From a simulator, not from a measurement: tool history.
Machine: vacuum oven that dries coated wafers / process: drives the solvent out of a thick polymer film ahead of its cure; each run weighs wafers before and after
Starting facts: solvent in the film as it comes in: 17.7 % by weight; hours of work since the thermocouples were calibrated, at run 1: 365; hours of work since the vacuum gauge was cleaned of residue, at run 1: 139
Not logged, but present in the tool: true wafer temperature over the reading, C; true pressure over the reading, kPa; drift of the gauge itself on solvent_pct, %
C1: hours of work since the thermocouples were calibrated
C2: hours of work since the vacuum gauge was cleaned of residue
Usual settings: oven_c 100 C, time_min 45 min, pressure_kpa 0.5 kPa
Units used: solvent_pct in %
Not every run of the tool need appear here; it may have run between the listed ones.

{"run": 1, "hour": 0.0, "oven_c": 100, "time_min": 45, "pressure_kpa": 0.5, "C1": 365, "C2": 139, "solvent_pct": 3.56}
{"run": 2, "hour": 8.9, "oven_c": 100, "time_min": 45, "pressure_kpa": 0.5, "C1": 370, "C2": 144, "solvent_pct": 3.56}
{"run": 3, "hour": 18.3, "oven_c": 100, "time_min": 45, "pressure_kpa": 1.021, "C1": 375, "C2": 149, "solvent_pct": 3.82}
{"run": 4, "hour": 31.2, "oven_c": 100, "time_min": 45, "pressure_kpa": 1.021, "C1": 382, "C2": 155, "solvent_pct": 3.79}
{"run": 5, "hour": 40.0, "oven_c": 100, "time_min": 45, "pressure_kpa": 1.021, "C1": 386, "C2": 160, "solvent_pct": 3.8}
{"run": 6, "hour": 51.4, "oven_c": 100, "time_min": 45, "pressure_kpa": 1.021, "C1": 392, "C2": 166, "solvent_pct": 3.83}
{"run": 7, "hour": 62.3, "oven_c": 100, "time_min": 77, "pressure_kpa": 0.5, "C1": 398, "C2": 171, "solvent_pct": 1.44}
{"run": 8, "hour": 69.6, "oven_c": 106, "time_min": 77, "pressure_kpa": 0.5, "C1": 402, "C2": 175, "solvent_pct": 0.86}
{"run": 9, "hour": 75.8, "oven_c": 106, "time_min": 77, "pressure_kpa": 0.5, "C1": 405, "C2": 178, "solvent_pct": 0.88}
{"run": 10, "hour": 81.2, "oven_c": 106, "time_min": 77, "pressure_kpa": 0.5, "C1": 408, "C2": 181, "solvent_pct": 0.87}
{"run": 11, "hour": 90.3, "oven_c": 100, "time_min": 45, "pressure_kpa": 0.5, "C1": 412, "C2": 186, "solvent_pct": 3.56}
{"run": 12, "hour": 101.4, "oven_c": 100, "time_min": 56, "pressure_kpa": 0.5, "C1": 418, "C2": 192, "solvent_pct": 2.57}
{"run": 13, "hour": 109.2, "oven_c": 100, "time_min": 56, "pressure_kpa": 0.5, "C1": 422, "C2": 196, "solvent_pct": 2.55}
{"run": 14, "hour": 120.7, "oven_c": 100, "time_min": 56, "pressure_kpa": 0.5, "C1": 428, "C2": 202, "solvent_pct": 2.58}
{"run": 15, "hour": 128.6, "oven_c": 100, "time_min": 56, "pressure_kpa": 1.698, "C1": 432, "C2": 206, "solvent_pct": 3.19}
{"run": 16, "hour": 140.6, "oven_c": 107, "time_min": 46, "pressure_kpa": 0.643, "C1": 439, "C2": 212, "solvent_pct": 2.33}
{"run": 17, "hour": 152.0, "oven_c": 95, "time_min": 51, "pressure_kpa": 0.69, "C1": 445, "C2": 218, "solvent_pct": 3.99}
{"run": 18, "hour": 163.1, "oven_c": 95, "time_min": 51, "pressure_kpa": 0.69, "C1": 450, "C2": 224, "solvent_pct": 4}
{"run": 19, "hour": 169.5, "oven_c": 86, "time_min": 45, "pressure_kpa": 0.5, "C1": 454, "C2": 227, "solvent_pct": 6.35}
{"run": 20, "hour": 176.6, "oven_c": 100, "time_min": 68, "pressure_kpa": 0.863, "C1": 457, "C2": 231, "solvent_pct": 2.02}
{"run": 21, "hour": 184.2, "oven_c": 100, "time_min": 26, "pressure_kpa": 0.5, "C1": 461, "C2": 235, "solvent_pct": 6.34}
{"run": 22, "hour": 194.4, "oven_c": 100, "time_min": 29, "pressure_kpa": 0.604, "C1": 467, "C2": 240, "solvent_pct": 5.84}
{"run": 23, "hour": 202.2, "oven_c": 100, "time_min": 58, "pressure_kpa": 0.308, "C1": 471, "C2": 244, "solvent_pct": 2.34}
{"run": 24, "hour": 211.9, "oven_c": 100, "time_min": 58, "pressure_kpa": 0.308, "C1": 476, "C2": 249, "solvent_pct": 2.34}
{"run": 25, "hour": 220.8, "oven_c": 103, "time_min": 58, "pressure_kpa": 0.918, "C1": 480, "C2": 254, "solvent_pct": 2.19}
{"run": 26, "hour": 228.9, "oven_c": 115, "time_min": 27, "pressure_kpa": 0.918, "C1": 485, "C2": 258, "solvent_pct": 3.53}
{"run": 27, "hour": 235.4, "oven_c": 115, "time_min": 27, "pressure_kpa": 0.918, "C1": 488, "C2": 262, "solvent_pct": 3.52}
{"run": 28, "hour": 241.3, "oven_c": 106, "time_min": 34, "pressure_kpa": 0.918, "C1": 491, "C2": 265, "solvent_pct": 3.99}

Alternative continuations, all from the tool just after run 28; predict every row:
{"run": "A", "hour": 246.7, "oven_c": 94, "time_min": 49, "pressure_kpa": 0.377, "C1": 494, "C2": 267, "solvent_pct": "?"}
{"run": "B", "hour": 246.7, "oven_c": 110, "time_min": 50, "pressure_kpa": 1.281, "C1": 494, "C2": 267, "solvent_pct": "?"}
{"run": "C", "hour": 246.7, "oven_c": 114, "time_min": 77, "pressure_kpa": 0.918, "C1": 494, "C2": 267, "solvent_pct": "?"}
{"run": "D", "hour": 246.7, "oven_c": 106, "time_min": 41, "pressure_kpa": 0.918, "C1": 494, "C2": 267, "solvent_pct": "?"}
{"run": "E", "hour": 246.7, "oven_c": 90, "time_min": 34, "pressure_kpa": 0.918, "C1": 494, "C2": 267, "solvent_pct": "?"}

run=A solvent_pct=4.19
run=B solvent_pct=1.9
run=C solvent_pct=0.55
run=D solvent_pct=3.1
run=E solvent_pct=7.11
Without the tool's hidden state the same runs would have given:
run=A solvent_pct=4.2
run=B solvent_pct=1.91
run=C solvent_pct=0.55
run=D solvent_pct=3.1
run=E solvent_pct=7.11
